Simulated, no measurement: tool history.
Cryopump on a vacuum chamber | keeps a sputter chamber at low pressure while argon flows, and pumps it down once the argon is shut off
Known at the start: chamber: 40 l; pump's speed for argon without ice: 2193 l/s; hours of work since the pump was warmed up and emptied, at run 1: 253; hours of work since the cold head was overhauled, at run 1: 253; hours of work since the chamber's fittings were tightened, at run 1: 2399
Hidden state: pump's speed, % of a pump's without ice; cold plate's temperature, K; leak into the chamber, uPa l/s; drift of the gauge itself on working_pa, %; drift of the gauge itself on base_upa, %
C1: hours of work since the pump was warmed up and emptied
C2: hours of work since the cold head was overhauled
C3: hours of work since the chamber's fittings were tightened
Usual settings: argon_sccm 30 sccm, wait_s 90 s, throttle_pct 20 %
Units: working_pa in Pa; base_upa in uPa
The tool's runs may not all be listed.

{"run": 1, "hour": 0.0, "argon_sccm": 30, "wait_s": 90, "throttle_pct": 20, "C1": 253, "C2": 253, "C3": 2399, "working_pa": 0.1175, "base_upa": 1.83}
{"run": 2, "hour": 57.6, "argon_sccm": 30, "wait_s": 90, "throttle_pct": 20, "C1": 287, "C2": 287, "C3": 2433, "working_pa": 0.1179, "base_upa": 1.86}
{"run": 3, "hour": 96.3, "argon_sccm": 30, "wait_s": 63, "throttle_pct": 20, "C1": 310, "C2": 310, "C3": 2456, "working_pa": 0.1169, "base_upa": 2.15}
{"run": 4, "hour": 179.6, "argon_sccm": 30, "wait_s": 63, "throttle_pct": 20, "C1": 360, "C2": 360, "C3": 2506, "working_pa": 0.118, "base_upa": 2.2}
{"run": 5, "hour": 257.1, "argon_sccm": 30, "wait_s": 90, "throttle_pct": 20, "C1": 406, "C2": 406, "C3": 2552, "working_pa": 0.1204, "base_upa": 1.96}
{"run": 6, "hour": 308.4, "argon_sccm": 30, "wait_s": 90, "throttle_pct": 42, "C1": 437, "C2": 437, "C3": 2583, "working_pa": 0.0582, "base_upa": 2}
{"run": 7, "hour": 355.0, "argon_sccm": 30, "wait_s": 49, "throttle_pct": 42, "C1": 465, "C2": 465, "C3": 2611, "working_pa": 0.0585, "base_upa": 2.57}
{"hour": 367.1, "done": "leaking fittings of the chamber tightened, without venting"}
{"run": 8, "hour": 417.7, "argon_sccm": 30, "wait_s": 90, "throttle_pct": 20, "C1": 501, "C2": 501, "C3": 30, "working_pa": 0.1201, "base_upa": 0.91}
{"run": 9, "hour": 455.3, "argon_sccm": 30, "wait_s": 90, "throttle_pct": 20, "C1": 523, "C2": 523, "C3": 53, "working_pa": 0.1205, "base_upa": 1}
{"run": 10, "hour": 528.6, "argon_sccm": 30, "wait_s": 90, "throttle_pct": 20, "C1": 567, "C2": 567, "C3": 96, "working_pa": 0.1193, "base_upa": 0.94}
{"run": 11, "hour": 611.1, "argon_sccm": 30, "wait_s": 90, "throttle_pct": 20, "C1": 616, "C2": 616, "C3": 146, "working_pa": 0.121, "base_upa": 0.97}
{"run": 12, "hour": 690.5, "argon_sccm": 30, "wait_s": 90, "throttle_pct": 20, "C1": 663, "C2": 663, "C3": 193, "working_pa": 0.1223, "base_upa": 1.05}
{"run": 13, "hour": 780.9, "argon_sccm": 30, "wait_s": 90, "throttle_pct": 20, "C1": 717, "C2": 717, "C3": 247, "working_pa": 0.1217, "base_upa": 1.06}
{"run": 14, "hour": 860.4, "argon_sccm": 30, "wait_s": 90, "throttle_pct": 20, "C1": 765, "C2": 765, "C3": 294, "working_pa": 0.1232, "base_upa": 1.11}
{"run": 15, "hour": 926.2, "argon_sccm": 30, "wait_s": 90, "throttle_pct": 20, "C1": 804, "C2": 804, "C3": 334, "working_pa": 0.1219, "base_upa": 1.11}
{"run": 16, "hour": 993.7, "argon_sccm": 30, "wait_s": 90, "throttle_pct": 20, "C1": 844, "C2": 844, "C3": 374, "working_pa": 0.1226, "base_upa": 1.17}
{"run": 17, "hour": 1049.7, "argon_sccm": 30, "wait_s": 90, "throttle_pct": 20, "C1": 878, "C2": 878, "C3": 407, "working_pa": 0.1229, "base_upa": 1.19}
{"run": 18, "hour": 1139.1, "argon_sccm": 30, "wait_s": 90, "throttle_pct": 20, "C1": 931, "C2": 931, "C3": 461, "working_pa": 0.1233, "base_upa": 1.21}
{"run": 19, "hour": 1206.0, "argon_sccm": 30, "wait_s": 90, "throttle_pct": 20, "C1": 971, "C2": 971, "C3": 500, "working_pa": 0.1242, "base_upa": 1.24}
{"run": 20, "hour": 1250.4, "argon_sccm": 32, "wait_s": 91, "throttle_pct": 48, "C1": 998, "C2": 998, "C3": 527, "working_pa": 0.0609, "base_upa": 1.26}
{"run": 21, "hour": 1338.3, "argon_sccm": 32, "wait_s": 91, "throttle_pct": 48, "C1": 1050, "C2": 1050, "C3": 579, "working_pa": 0.0618, "base_upa": 1.29}
{"run": 22, "hour": 1401.8, "argon_sccm": 36, "wait_s": 56, "throttle_pct": 20, "C1": 1088, "C2": 1088, "C3": 617, "working_pa": 0.1519, "base_upa": 1.71}
{"hour": 1421.3, "done": "pump warmed up, emptied and cooled again"}
{"run": 23, "hour": 1481.3, "argon_sccm": 27, "wait_s": 30, "throttle_pct": 32, "C1": 36, "C2": 1132, "C3": 662, "working_pa": 0.065, "base_upa": 2.69}
{"run": 24, "hour": 1535.7, "argon_sccm": 27, "wait_s": 30, "throttle_pct": 32, "C1": 68, "C2": 1165, "C3": 694, "working_pa": 0.0659, "base_upa": 2.7}
{"run": 25, "hour": 1584.2, "argon_sccm": 36, "wait_s": 90, "throttle_pct": 52, "C1": 97, "C2": 1194, "C3": 723, "working_pa": 0.0543, "base_upa": 1.18}
{"run": 26, "hour": 1644.6, "argon_sccm": 30, "wait_s": 20, "throttle_pct": 20, "C1": 133, "C2": 1230, "C3": 759, "working_pa": 0.1179, "base_upa": 3.81}
{"run": 27, "hour": 1697.2, "argon_sccm": 14, "wait_s": 52, "throttle_pct": 20, "C1": 165, "C2": 1261, "C3": 791, "working_pa": 0.0543, "base_upa": 1.83}
{"run": 28, "hour": 1736.1, "argon_sccm": 19, "wait_s": 156, "throttle_pct": 20, "C1": 188, "C2": 1284, "C3": 814, "working_pa": 0.0734, "base_upa": 0.93}
{"run": 29, "hour": 1805.1, "argon_sccm": 19, "wait_s": 156, "throttle_pct": 20, "C1": 229, "C2": 1325, "C3": 855, "working_pa": 0.0745, "base_upa": 0.95}
{"run": 30, "hour": 1891.8, "argon_sccm": 29, "wait_s": 90, "throttle_pct": 20, "C1": 281, "C2": 1377, "C3": 907, "working_pa": 0.1137, "base_upa": 1.32}
{"run": 31, "hour": 1939.6, "argon_sccm": 25, "wait_s": 43, "throttle_pct": 16, "C1": 309, "C2": 1406, "C3": 935, "working_pa": 0.1224, "base_upa": 2.17}
{"run": 32, "hour": 1986.8, "argon_sccm": 25, "wait_s": 43, "throttle_pct": 16, "C1": 337, "C2": 1434, "C3": 963, "working_pa": 0.1235, "base_upa": 2.16}
{"run": 33, "hour": 2076.2, "argon_sccm": 19, "wait_s": 43, "throttle_pct": 49, "C1": 391, "C2": 1487, "C3": 1017, "working_pa": 0.0311, "base_upa": 2.14}
{"run": 34, "hour": 2159.2, "argon_sccm": 19, "wait_s": 43, "throttle_pct": 49, "C1": 440, "C2": 1537, "C3": 1066, "working_pa": 0.0322, "base_upa": 2.18}
{"run": 35, "hour": 2232.5, "argon_sccm": 30, "wait_s": 191, "throttle_pct": 34, "C1": 484, "C2": 1580, "C3": 1110, "working_pa": 0.0723, "base_upa": 1.09}

Hidden state at the last listed run before each entry between runs and at the first one after, where it differs:
Between runs 7 and 8: leaking fittings of the chamber tightened, without venting (hour 367.1)
  pump's speed, % of a pump's without ice: 86.5 -> 85.5; cold plate's temperature, K: 12.23 -> 12.24; leak into the chamber, uPa l/s: 2341 -> 375
  measured less the result without the state, working_pa: +0.0037 -> +0.0041 Pa; base_upa: +1.08 -> +0.06 uPa
Between runs 22 and 23: pump warmed up, emptied and cooled again (hour 1421.3)
  pump's speed, % of a pump's without ice: 69.5 -> 98.3; cold plate's temperature, K: 12.49 -> 12.51; leak into the chamber, uPa l/s: 835 -> 870
  measured less the result without the state, working_pa: +0.0126 -> +0.0005 Pa; base_upa: +0.41 -> +0.27 uPa
